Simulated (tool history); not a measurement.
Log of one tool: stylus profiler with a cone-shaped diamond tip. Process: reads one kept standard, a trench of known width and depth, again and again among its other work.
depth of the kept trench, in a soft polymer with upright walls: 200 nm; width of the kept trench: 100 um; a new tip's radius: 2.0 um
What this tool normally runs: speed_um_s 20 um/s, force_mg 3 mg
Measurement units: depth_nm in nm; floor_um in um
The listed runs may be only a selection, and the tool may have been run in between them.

Run 1, day 0: usual settings. Result: depth_nm 202.67 nm, floor_um 98.18 um.
Run 2, day 3.212: usual settings. Result: depth_nm 202.67 nm, floor_um 98.09 um.
Run 3, day 6.742: usual settings. Result: depth_nm 202.72 nm, floor_um 98.12 um.
Run 4, day 11.1: usual settings. Result: depth_nm 202.65 nm, floor_um 98.13 um.
Run 5, day 15.575: usual settings. Result: depth_nm 202.64 nm, floor_um 98.08 um.
At day 15.942: new tip fitted, height scale calibrated.
Run 6, day 18.154: usual settings. Result: depth_nm 202.68 nm, floor_um 98.11 um.
Run 7, day 22.246: usual settings but speed_um_s 16 um/s, force_mg 4.73 mg. Result: depth_nm 203.52 nm, floor_um 98.19 um.
Run 8, day 25.221: usual settings but speed_um_s 10 um/s, force_mg 7.82 mg. Result: depth_nm 204.95 nm, floor_um 98.24 um.
Run 9, day 27.808: usual settings but speed_um_s 17 um/s, force_mg 2.24 mg. Result: depth_nm 202.04 nm, floor_um 98.12 um.
Run 10, day 30.904: usual settings but speed_um_s 17 um/s, force_mg 2.24 mg. Result: depth_nm 202.3 nm, floor_um 98.16 um.

Forecast run 11:
Run 11, day 33.554: usual settings but speed_um_s 17 um/s, force_mg 2.24 mg. Result: depth_nm ?, floor_um ?.

Run 11 measured depth_nm 202.29 nm, floor_um 98.15 um.
Were there no unlogged condition in the tool, this run, its random variation unchanged, would have produced depth_nm 202.29 nm, floor_um 98.15 um.
